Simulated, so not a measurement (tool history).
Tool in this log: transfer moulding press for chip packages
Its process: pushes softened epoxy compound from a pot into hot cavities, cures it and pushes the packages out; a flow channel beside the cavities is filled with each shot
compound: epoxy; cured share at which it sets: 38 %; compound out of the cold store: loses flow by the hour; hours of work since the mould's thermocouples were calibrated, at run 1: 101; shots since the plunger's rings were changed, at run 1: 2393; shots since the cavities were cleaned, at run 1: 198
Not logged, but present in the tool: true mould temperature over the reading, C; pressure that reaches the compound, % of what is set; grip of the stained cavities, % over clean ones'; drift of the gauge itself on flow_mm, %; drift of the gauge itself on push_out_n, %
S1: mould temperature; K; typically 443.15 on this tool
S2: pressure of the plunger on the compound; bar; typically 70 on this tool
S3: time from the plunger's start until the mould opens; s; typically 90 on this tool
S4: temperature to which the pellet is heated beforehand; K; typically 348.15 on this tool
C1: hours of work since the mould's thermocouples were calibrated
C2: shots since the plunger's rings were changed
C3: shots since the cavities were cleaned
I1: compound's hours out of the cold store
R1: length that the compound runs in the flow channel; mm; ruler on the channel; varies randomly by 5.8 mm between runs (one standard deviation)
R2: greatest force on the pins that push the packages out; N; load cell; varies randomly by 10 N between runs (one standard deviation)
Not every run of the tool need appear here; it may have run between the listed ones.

run	day	S1	S2	S3	S4	C1	C2	C3	I1	R1	R2
1	0	443.15	70	90	348.15	101	2393	198	41.7	908	574
# day 1.158: cavities cleaned with cleaning compound and waxed
2	1.179	443.15	70	90	348.15	121	2815	8	47.7	889	465
3	1.667	443.15	70	90	348.15	130	2999	192	38	915	566
4	2.354	443.15	70	90	348.15	142	3259	452	41.1	894	631
# day 2.808: cavities cleaned with cleaning compound and waxed
5	3.004	443.15	70	90	348.15	153	3480	73	40.7	894	508
6	3.858	443.15	70	90	348.15	169	3803	396	23.7	938	618
# day 4.433: cavities cleaned with cleaning compound and waxed
7	4.617	443.15	70	90	348.15	181	4066	68	24.4	943	508
# day 4.929: plunger's sealing rings changed
8	5.583	443.15	70	90	348.15	197	246	394	31.9	963	605
# day 6.196: cavities cleaned with cleaning compound and waxed
9	6.792	443.15	70	90	348.15	218	679	225	14.9	999	588
10	7.612	450.15	70	90	348.15	233	990	536	23	935	475
# day 7.85: cavities cleaned with cleaning compound and waxed
11	8.196	450.15	70	90	348.15	242	1187	131	32.5	915	395
12	8.696	443.15	70	90	357.15	251	1376	320	43.8	911	544
# day 9.517: cavities cleaned with cleaning compound and waxed
13	9.629	443.15	70	90	348.15	267	1705	44	34.4	932	474
14	10.796	443.15	70	90	348.15	288	2146	485	30.7	935	638
# day 11.129: cavities cleaned with cleaning compound and waxed
15	12.046	438.15	70	90	348.15	310	2594	346	18.7	1002	828
# day 12.796: cavities cleaned with cleaning compound and waxed
16	12.883	443.15	66.2	83	348.15	324	2887	34	45.3	867	535
17	14.054	445.15	70	101	355.15	345	3329	476	21.4	938	503
# day 14.425: cavities cleaned with cleaning compound and waxed
18	14.762	449.15	70	101	355.15	357	3574	128	46.8	847	385
19	15.692	442.15	70	101	355.15	373	3924	478	46.9	871	537
# day 16.096: cavities cleaned with cleaning compound and waxed
# day 16.421: plunger's sealing rings changed
20	16.512	442.15	70	101	355.15	385	34	118	21.3	993	483
21	17.238	443.15	70.3	115	348.15	398	309	393	30.8	953	474
# day 17.85: cavities cleaned with cleaning compound and waxed
22	18.1	443.15	78	91	348.15	413	611	96	30.4	1007	504
23	19.262	445.15	78	91	348.15	434	1049	534	8.3	1063	586
# day 19.492: cavities cleaned with cleaning compound and waxed
24	20.3	441.15	70	84	348.15	452	1418	306	25.4	972	759
# day 21.146: cavities cleaned with cleaning compound and waxed
25	21.5	446.15	65.2	84	348.15	472	1848	135	27.7	896	493
26	22.658	446.15	70	78	348.15	493	2285	572	18.7	955	666
# day 22.804: cavities cleaned with cleaning compound and waxed
27	23.225	446.15	70	78	348.15	503	2476	159	34.8	906	558

Here are 5 independent what-if runs from the current tool condition. What would each one return?
A	24.042	443.15	84.2	90	348.15	517	2785	468	47	?	?
B	24.042	443.15	73	106	344.15	517	2785	468	35	?	?
C	24.042	446.15	63.6	78	348.15	517	2785	468	37.2	?	?
D	24.042	447.15	72.3	87	348.15	517	2785	468	36.2	?	?
E	24.042	443.15	70	121	340.15	517	2785	468	37.9	?	?

run	R1	R2
A	965	586
B	935	472
C	854	638
D	906	509
E	912	466
Take away the tool's hidden state, keep each run's random variation, and the runs would have read:
run	R1	R2
A	1009	459
B	977	364
C	893	504
D	948	395
E	954	356
